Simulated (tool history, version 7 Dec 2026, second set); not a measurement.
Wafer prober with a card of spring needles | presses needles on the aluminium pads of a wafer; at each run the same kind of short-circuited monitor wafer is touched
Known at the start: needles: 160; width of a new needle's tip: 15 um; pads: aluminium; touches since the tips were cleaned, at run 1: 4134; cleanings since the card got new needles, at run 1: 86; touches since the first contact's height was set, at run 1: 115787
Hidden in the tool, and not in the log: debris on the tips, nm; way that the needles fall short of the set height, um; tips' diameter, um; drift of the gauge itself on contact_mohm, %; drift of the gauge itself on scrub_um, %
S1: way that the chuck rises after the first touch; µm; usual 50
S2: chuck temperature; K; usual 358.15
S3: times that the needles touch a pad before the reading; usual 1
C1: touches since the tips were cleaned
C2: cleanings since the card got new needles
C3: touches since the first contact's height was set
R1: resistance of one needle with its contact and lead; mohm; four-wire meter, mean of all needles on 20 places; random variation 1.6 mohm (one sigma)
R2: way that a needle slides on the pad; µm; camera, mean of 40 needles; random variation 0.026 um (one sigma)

Run 1, hour 0: usual settings; C1 4134; C2 86; C3 115787. Result: R1 201 mohm, R2 7.63 µm.
At hour 9.5: tips cleaned on abrasive film.
At hour 27.5: tips cleaned on abrasive film.
At hour 45.1: tips cleaned on abrasive film.
Run 2, hour 46.1: usual settings but S1 58 µm; C1 445; C2 89; C3 136045. Result: R1 172 mohm, R2 8.84 µm.
At hour 62.6: tips cleaned on abrasive film.
Run 3, hour 75.8: usual settings but S1 58 µm; C1 5843; C2 90; C3 149119. Result: R1 197 mohm, R2 8.85 µm.
At hour 79.7: tips cleaned on abrasive film.
At hour 99.1: tips cleaned on abrasive film.
Run 4, hour 102.2: usual settings but S3 2; C1 1397; C2 92; C3 160696. Result: R1 176 mohm, R2 7.54 µm.
At hour 116: tips cleaned on abrasive film.
Run 5, hour 129.3: usual settings but S3 2; C1 5876; C2 93; C3 172601. Result: R1 189 mohm, R2 7.47 µm.
At hour 135.5: tips cleaned on abrasive film.
At hour 155.3: tips cleaned on abrasive film.
Run 6, hour 160.2: usual settings but S3 2; C1 2173; C2 95; C3 186176. Result: R1 181 mohm, R2 7.47 µm.
At hour 175.1: tips cleaned on abrasive film.
At hour 195: tips cleaned on abrasive film.
Run 7, hour 204.8: usual settings but S2 314.15 K; C1 4318; C2 97; C3 205816. Result: R1 201 mohm, R2 7.43 µm.
At hour 209.2: height of the first contact set anew.
At hour 213.5: tips cleaned on abrasive film.
At hour 230.5: tips cleaned on abrasive film.
Run 8, hour 243.8: usual settings but S2 314.15 K; C1 5869; C2 99; C3 15180. Result: R1 201 mohm, R2 7.79 µm.
At hour 247.4: tips cleaned on abrasive film.
At hour 264.6: tips cleaned on abrasive film.
Run 9, hour 264.6: usual settings; C1 0; C2 101; C3 24272. Result: R1 168 mohm, R2 7.77 µm.
At hour 282.4: tips cleaned on abrasive film.
At hour 302: tips cleaned on abrasive film.
Run 10, hour 305.7: usual settings; C1 1651; C2 103; C3 42383. Result: R1 183 mohm, R2 7.74 µm.
At hour 321: tips cleaned on abrasive film.
Run 11, hour 336.7: usual settings; C1 6948; C2 104; C3 56006. Result: R1 215 mohm, R2 7.7 µm.
At hour 339.5: tips cleaned on abrasive film.
At hour 356.5: tips cleaned on abrasive film.
Run 12, hour 367.8: usual settings; C1 4961; C2 106; C3 69656. Result: R1 210 mohm, R2 7.69 µm.
At hour 373.7: tips cleaned on abrasive film.
At hour 390.9: tips cleaned on abrasive film.
Run 13, hour 393.6: usual settings but S3 2; C1 1208; C2 108; C3 80995. Result: R1 174 mohm, R2 7.7 µm.
At hour 408.7: tips cleaned on abrasive film.
Run 14, hour 415.4: usual settings but S3 3; C1 2983; C2 109; C3 90595. Result: R1 176 mohm, R2 7.65 µm.
At hour 425.7: tips cleaned on abrasive film.
At hour 443.8: tips cleaned on abrasive film.
At hour 460.8: tips cleaned on abrasive film.
Run 15, hour 464.4: usual settings but S3 3; C1 1582; C2 112; C3 112088. Result: R1 177 mohm, R2 7.6 µm.
At hour 478.9: tips cleaned on abrasive film.
Run 16, hour 488.5: usual settings but S3 3; C1 4254; C2 113; C3 122709. Result: R1 176 mohm, R2 7.57 µm.
At hour 495.9: tips cleaned on abrasive film.
At hour 512.6: tips cleaned on abrasive film.
At hour 529.7: tips cleaned on abrasive film.
Run 17, hour 533.8: usual settings but S1 67 µm, S2 304.15 K, S3 3; C1 1828; C2 116; C3 142613. Result: R1 157 mohm, R2 10.21 µm.
At hour 548: tips cleaned on abrasive film.
Run 18, hour 563: usual settings but S1 41 µm, S3 2; C1 6615; C2 117; C3 155455. Result: R1 212 mohm, R2 6.13 µm.
At hour 567.2: tips cleaned on abrasive film.
At hour 584.9: tips cleaned on abrasive film.
Run 19, hour 585.5: usual settings but S1 56 µm, S2 308.15 K, S3 2; C1 264; C2 119; C3 165319. Result: R1 156 mohm, R2 8.37 µm.
At hour 603.8: tips cleaned on abrasive film.
Run 20, hour 606.1: usual settings but S2 331.15 K; C1 1041; C2 120; C3 174394. Result: R1 180 mohm, R2 7.43 µm.
At hour 623.6: tips cleaned on abrasive film.
Run 21, hour 632.3: usual settings but S2 311.15 K, S3 2; C1 3840; C2 121; C3 185919. Result: R1 181 mohm, R2 7.45 µm.
At hour 640.4: tips cleaned on abrasive film.
At hour 658.5: tips cleaned on abrasive film.
At hour 675.6: tips cleaned on abrasive film.
Run 22, hour 678.1: usual settings but S1 45 µm, S2 348.15 K, S3 2; C1 1125; C2 124; C3 206016. Result: R1 179 mohm, R2 6.66 µm.
At hour 682.5: height of the first contact set anew.
At hour 692.9: tips cleaned on abrasive film.
At hour 711.1: tips cleaned on abrasive film.
Run 23, hour 725.2: usual settings but S1 42 µm, S2 304.15 K; C1 6206; C2 126; C3 18755. Result: R1 221 mohm, R2 6.54 µm.
At hour 730.5: tips cleaned on abrasive film.
At hour 747.4: tips cleaned on abrasive film.
Run 24, hour 747.4: usual settings but S1 51 µm, S2 302.15 K; C1 0; C2 128; C3 28483. Result: R1 158 mohm, R2 7.92 µm.
At hour 764.7: tips cleaned on abrasive film.
At hour 782.1: tips cleaned on abrasive film.
Run 25, hour 782.1: usual settings but S1 43 µm, S2 350.15 K, S3 2; C1 0; C2 130; C3 43735. Result: R1 169 mohm, R2 6.65 µm.
At hour 801: tips cleaned on abrasive film.
Run 26, hour 812.6: usual settings but S1 56 µm, S3 2; C1 5116; C2 131; C3 57170. Result: R1 189 mohm, R2 8.62 µm.
At hour 818.9: tips cleaned on abrasive film.
At hour 836.4: tips cleaned on abrasive film.
At hour 854: tips cleaned on abrasive film.
Run 27, hour 854.7: usual settings but S1 37 µm, S2 306.15 K, S3 3; C1 300; C2 134; C3 75639. Result: R1 166 mohm, R2 5.64 µm.
At hour 873.4: tips cleaned on abrasive film.
Run 28, hour 881: usual settings but S1 55 µm, S2 317.15 K, S3 2; C1 3372; C2 135; C3 87246. Result: R1 175 mohm, R2 8.43 µm.
At hour 890.1: tips cleaned on abrasive film.
At hour 906.9: tips cleaned on abrasive film.
Run 29, hour 908.4: usual settings but S3 2; C1 657; C2 137; C3 99248. Result: R1 174 mohm, R2 7.61 µm.
At hour 926.9: tips cleaned on abrasive film.
Run 30, hour 939.1: usual settings but S3 2; C1 5405; C2 138; C3 112762. Result: R1 191 mohm, R2 7.61 µm.

4 ways to go on from here, each from the tool as it stands after run 30. What would each give?
At hour 944.8: tips cleaned on abrasive film.
At hour 963.3: tips cleaned on abrasive film.
At hour 982.3: tips cleaned on abrasive film.
Run A, hour 982.3: usual settings but S2 384.15 K, S3 2; C1 0; C2 141; C3 131751. Result: R1 ?, R2 ?.
At hour 944.8: tips cleaned on abrasive film.
At hour 963.3: tips cleaned on abrasive film.
At hour 982.3: tips cleaned on abrasive film.
Run B, hour 982.3: usual settings but S2 395.15 K; C1 0; C2 141; C3 131751. Result: R1 ?, R2 ?.
At hour 944.8: tips cleaned on abrasive film.
At hour 963.3: tips cleaned on abrasive film.
At hour 982.3: tips cleaned on abrasive film.
Run C, hour 982.3: usual settings but S1 53 µm, S3 2; C1 0; C2 141; C3 131751. Result: R1 ?, R2 ?.
At hour 944.8: tips cleaned on abrasive film.
At hour 963.3: tips cleaned on abrasive film.
At hour 982.3: tips cleaned on abrasive film.
Run D, hour 982.3: usual settings but S2 330.15 K; C1 0; C2 141; C3 131751. Result: R1 ?, R2 ?.

run   R1    R2
  A  173  7.58
  B  179  7.57
  C  168  8.02
  D  166  7.59
Without the tool's hidden state the same runs would have given:
run   R1    R2
  A  167  7.83
  B  171  7.83
  C  162  8.27
  D  159  7.85

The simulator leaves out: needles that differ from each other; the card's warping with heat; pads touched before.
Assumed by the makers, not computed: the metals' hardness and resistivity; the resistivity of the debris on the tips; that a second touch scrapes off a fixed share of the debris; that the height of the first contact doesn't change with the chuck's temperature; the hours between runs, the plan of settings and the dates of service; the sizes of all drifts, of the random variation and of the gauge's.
